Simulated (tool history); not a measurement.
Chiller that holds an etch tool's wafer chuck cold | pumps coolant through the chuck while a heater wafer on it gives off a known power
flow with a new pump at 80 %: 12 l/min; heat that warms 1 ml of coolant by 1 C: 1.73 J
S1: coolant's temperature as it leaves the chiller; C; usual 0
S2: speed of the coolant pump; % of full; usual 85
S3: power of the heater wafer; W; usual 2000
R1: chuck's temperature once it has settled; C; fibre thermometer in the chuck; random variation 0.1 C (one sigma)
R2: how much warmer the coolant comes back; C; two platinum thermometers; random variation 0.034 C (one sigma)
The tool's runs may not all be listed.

run 1 day=0.000 | S1=0 S2=85 S3=2000 | R1=14.3 R2=5.62
run 2 day=2.771 | S1=0 S2=85 S3=2000 | R1=14.4 R2=5.56
run 3 day=4.675 | S1=0 S2=85 S3=2000 | R1=14.3 R2=5.59
run 4 day=5.996 | S1=0 S2=85 S3=2000 | R1=14.6 R2=5.59
run 5 day=9.167 | S1=0 S2=85 S3=2000 | R1=14.4 R2=5.60
run 6 day=11.571 | S1=1 S2=85 S3=2000 | R1=15.5 R2=5.57
run 7 day=13.675 | S1=1 S2=85 S3=2000 | R1=15.4 R2=5.59
run 8 day=14.971 | S1=1 S2=85 S3=2000 | R1=15.6 R2=5.54
run 9 day=17.250 | S1=1 S2=85 S3=2000 | R1=15.5 R2=5.60
run 10 day=18.967 | S1=1 S2=85 S3=2000 | R1=15.4 R2=5.61
run 11 day=21.738 | S1=1 S2=97 S3=2000 | R1=14.4 R2=4.92
run 12 day=24.154 | S1=9 S2=97 S3=2000 | R1=22.4 R2=4.88
run 13 day=26.688 | S1=9 S2=97 S3=2000 | R1=22.3 R2=4.96
run 14 day=29.538 | S1=7 S2=67 S3=1330 | R1=18.3 R2=4.76
run 15 day=31.517 | S1=6 S2=85 S3=2991 | R1=28.1 R2=8.33
run 16 day=33.371 | S1=4 S2=96 S3=1809 | R1=16.3 R2=4.50
run 17 day=36.108 | S1=-6 S2=79 S3=1317 | R1=4.1 R2=3.99
run 18 day=39.125 | S1=-6 S2=64 S3=2383 | R1=15.4 R2=8.87
run 19 day=40.892 | S1=3 S2=85 S3=2000 | R1=17.7 R2=5.55
run 20 day=43.562 | S1=3 S2=85 S3=2000 | R1=17.9 R2=5.66
run 21 day=46.062 | S1=-3 S2=85 S3=2000 | R1=11.8 R2=5.68
run 22 day=47.867 | S1=-3 S2=85 S3=2000 | R1=11.9 R2=5.67
run 23 day=49.862 | S1=-3 S2=85 S3=2000 | R1=12.0 R2=5.65
run 24 day=52.642 | S1=1 S2=82 S3=1086 | R1=9.2 R2=3.19
run 25 day=53.921 | S1=1 S2=73 S3=1643 | R1=14.4 R2=5.38

5 ways to go on from here, each from the tool as it stands after run 25. What would each give?
run A day=56.388 | S1=4 S2=71 S3=2109 | R1=? R2=?
run B day=56.388 | S1=0 S2=85 S3=1212 | R1=? R2=?
run C day=56.388 | S1=9 S2=69 S3=1788 | R1=? R2=?
run D day=56.388 | S1=1 S2=87 S3=2723 | R1=? R2=?
run E day=56.388 | S1=0 S2=61 S3=2237 | R1=? R2=?

run=A R1=22.1 R2=7.18
run=B R1=8.9 R2=3.44
run=C R1=24.6 R2=6.21
run=D R1=21.4 R2=7.57
run=E R1=21.2 R2=8.74
Without the tool's hidden state the same runs would have given:
run=A R1=18.7 R2=6.93
run=B R1=7.3 R2=3.32
run=C R1=21.7 R2=5.99
run=D R1=17.5 R2=7.30
run=E R1=17.2 R2=8.43
